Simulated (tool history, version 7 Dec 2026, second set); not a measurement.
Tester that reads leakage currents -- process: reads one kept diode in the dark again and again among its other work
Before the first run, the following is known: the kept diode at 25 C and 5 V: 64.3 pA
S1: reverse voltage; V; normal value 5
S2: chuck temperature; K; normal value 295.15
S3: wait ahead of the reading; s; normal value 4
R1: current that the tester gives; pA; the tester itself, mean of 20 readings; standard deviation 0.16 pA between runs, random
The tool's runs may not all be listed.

Run 1, day 0: usual settings. Result: R1 61 pA.
Run 2, day 3.312: usual settings. Result: R1 60.91 pA.
Run 3, day 6.821: usual settings. Result: R1 60.76 pA.
Run 4, day 9.833: usual settings. Result: R1 60.95 pA.
Run 5, day 11.592: usual settings. Result: R1 60.7 pA.
Run 6, day 14.683: usual settings but S3 7.45 s. Result: R1 61.16 pA.
Run 7, day 17.529: usual settings but S3 7.45 s. Result: R1 60.98 pA.
Run 8, day 19.792: usual settings but S3 7.45 s. Result: R1 61.35 pA.
Run 9, day 23.546: usual settings. Result: R1 61.47 pA.
Run 10, day 26.058: usual settings. Result: R1 61.47 pA.
Run 11, day 28.196: usual settings but S1 1.34 V. Result: R1 29.55 pA.
Run 12, day 30.925: usual settings but S1 1.34 V. Result: R1 29.33 pA.
Run 13, day 34.258: usual settings but S1 1.34 V. Result: R1 29.26 pA.
Run 14, day 38.3: usual settings but S3 4.4 s. Result: R1 62 pA.
Run 15, day 41.283: usual settings but S2 315.15 K. Result: R1 218.1 pA.
Run 16, day 45.246: usual settings but S2 315.15 K. Result: R1 219.48 pA.

What will run 17 give?
Run 17, day 47.5: usual settings but S3 0.53 s. Result: R1 ?.

Logged for run 17: R1 63.57 pA.
Were there no unlogged condition in the tool, this run, its random variation unchanged, would have produced R1 53.39 pA.
